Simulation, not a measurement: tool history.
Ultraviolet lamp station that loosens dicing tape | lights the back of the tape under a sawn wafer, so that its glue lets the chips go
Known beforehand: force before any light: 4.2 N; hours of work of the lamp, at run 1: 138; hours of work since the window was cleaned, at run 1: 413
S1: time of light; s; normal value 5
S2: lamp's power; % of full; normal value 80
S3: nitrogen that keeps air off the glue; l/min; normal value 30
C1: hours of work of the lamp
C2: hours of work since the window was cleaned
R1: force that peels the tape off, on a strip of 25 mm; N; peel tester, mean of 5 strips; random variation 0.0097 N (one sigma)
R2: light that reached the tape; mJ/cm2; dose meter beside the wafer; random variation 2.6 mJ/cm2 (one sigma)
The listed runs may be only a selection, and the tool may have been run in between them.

run,hour,S1,S2,S3,C1,C2,R1,R2
1,0,5,80,30,138,413,0.586,279
2,9.9,5,80,30,143,417,0.602,273
3,20.6,5,80,30,148,423,0.589,272
4,33.7,5,79,30,154,429,0.61,270
5,47.3,5,79,30,161,435,0.654,266
6,59.8,5,80,10,167,441,1.044,267
7,70.1,5,80,30,172,446,0.607,266
# hour 72.9: window cleaned of glue's vapour
8,77.1,2,80,30,175,2,1.864,101
9,83.6,5,80,30,178,5,0.691,255
10,90.5,5,80,15,181,8,0.942,254
11,105.1,5,80,15,188,15,0.961,248
12,112.5,5,80,57,192,19,0.491,252
# hour 115.1: window cleaned of glue's vapour, once more
13,128.1,10,80,57,199,6,0.196,603
14,140,3,80,57,204,12,0.848,183
15,154.4,3,80,57,211,19,0.886,179
16,164.6,9,80,57,216,24,0.188,542
17,176,5,80,30,222,29,0.515,301
18,185.7,5,80,30,226,34,0.511,293
19,198.3,5,80,30,232,40,0.506,298
20,206.1,5,80,20,236,43,0.649,296
21,220.7,2,80,20,243,50,1.898,117
22,234.3,5,95,18,249,57,0.531,345
23,247.2,4,80,35,256,63,0.721,234
24,254.4,3,73,9,259,66,1.928,154
25,261.4,3,98,44,262,70,0.728,211
26,275.3,3,60,30,269,76,1.542,127
27,286.5,3,60,30,274,82,1.593,131
28,293.4,4,84,55,278,85,0.571,239
29,305.8,5,80,14,284,91,0.858,287
30,313.9,6,85,14,287,95,0.601,360
31,326.1,8,85,14,293,101,0.371,471

Run 32 is up next; what results do you expect?
32,334.9,2,74,14,297,105,?,?

R1: 2.386 N
R2: 104 mJ/cm2
On a tool with no hidden condition, and with the same random variation, this run would have come out at R1 2.086 N, R2 127 mJ/cm2.
